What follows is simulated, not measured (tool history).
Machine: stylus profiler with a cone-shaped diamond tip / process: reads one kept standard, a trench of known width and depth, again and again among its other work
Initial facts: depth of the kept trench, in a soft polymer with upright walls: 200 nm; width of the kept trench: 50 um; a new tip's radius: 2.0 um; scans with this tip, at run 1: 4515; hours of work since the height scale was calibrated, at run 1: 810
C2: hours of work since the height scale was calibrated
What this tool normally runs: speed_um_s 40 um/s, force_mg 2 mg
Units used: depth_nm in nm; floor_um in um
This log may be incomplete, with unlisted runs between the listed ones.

run 1 hour=0 | speed_um_s=40 force_mg=2 | scans_with_this_tip=4515 C2=810 | depth_nm=201.39 floor_um=47.79
run 2 hour=104.3 | speed_um_s=40 force_mg=0.73 | scans_with_this_tip=4877 C2=875 | depth_nm=200.54 floor_um=47.69
run 3 hour=179.8 | speed_um_s=40 force_mg=0.73 | scans_with_this_tip=5139 C2=922 | depth_nm=200.28 floor_um=47.61
run 4 hour=271.6 | speed_um_s=40 force_mg=0.73 | scans_with_this_tip=5458 C2=980 | depth_nm=200.25 floor_um=47.63
run 5 hour=343.7 | speed_um_s=40 force_mg=0.73 | scans_with_this_tip=5708 C2=1024 | depth_nm=200.16 floor_um=47.59
run 6 hour=430.3 | speed_um_s=40 force_mg=2 | scans_with_this_tip=6009 C2=1078 | depth_nm=201.15 floor_um=47.7
run 7 hour=545.6 | speed_um_s=21 force_mg=3.7 | scans_with_this_tip=6409 C2=1150 | depth_nm=202.25 floor_um=47.82
-- hour=557.7 height scale calibrated on a step standard
run 8 hour=638.9 | speed_um_s=17 force_mg=1.19 | scans_with_this_tip=6731 C2=51 | depth_nm=200.27 floor_um=47.75
run 9 hour=729.8 | speed_um_s=40 force_mg=3.73 | scans_with_this_tip=7047 C2=107 | depth_nm=201.7 floor_um=47.75
run 10 hour=831.7 | speed_um_s=11 force_mg=3 | scans_with_this_tip=7400 C2=171 | depth_nm=201.32 floor_um=47.83
run 11 hour=924.1 | speed_um_s=79 force_mg=3.16 | scans_with_this_tip=7721 C2=228 | depth_nm=201.23 floor_um=47.54
run 12 hour=1045.8 | speed_um_s=11 force_mg=2.99 | scans_with_this_tip=8143 C2=304 | depth_nm=201.19 floor_um=47.74

Predict each of these 4 candidate next runs independently; none follows another, all start after run 12:
run A hour=1137.3 | speed_um_s=61 force_mg=2.95 | scans_with_this_tip=8461 C2=361 | depth_nm=? floor_um=?
run B hour=1137.3 | speed_um_s=113 force_mg=4.86 | scans_with_this_tip=8461 C2=361 | depth_nm=? floor_um=?
run C hour=1137.3 | speed_um_s=17 force_mg=3.93 | scans_with_this_tip=8461 C2=361 | depth_nm=? floor_um=?
run D hour=1137.3 | speed_um_s=42 force_mg=1.77 | scans_with_this_tip=8461 C2=361 | depth_nm=? floor_um=?

run=A depth_nm=201.15 floor_um=47.51
run=B depth_nm=201.98 floor_um=47.43
run=C depth_nm=201.67 floor_um=47.74
run=D depth_nm=200.44 floor_um=47.56
Stripped of hidden state, with their random variation kept, the same runs would have yielded:
run=A depth_nm=202.64 floor_um=47.96
run=B depth_nm=203.47 floor_um=47.88
run=C depth_nm=203.16 floor_um=48.19
run=D depth_nm=201.93 floor_um=48.01
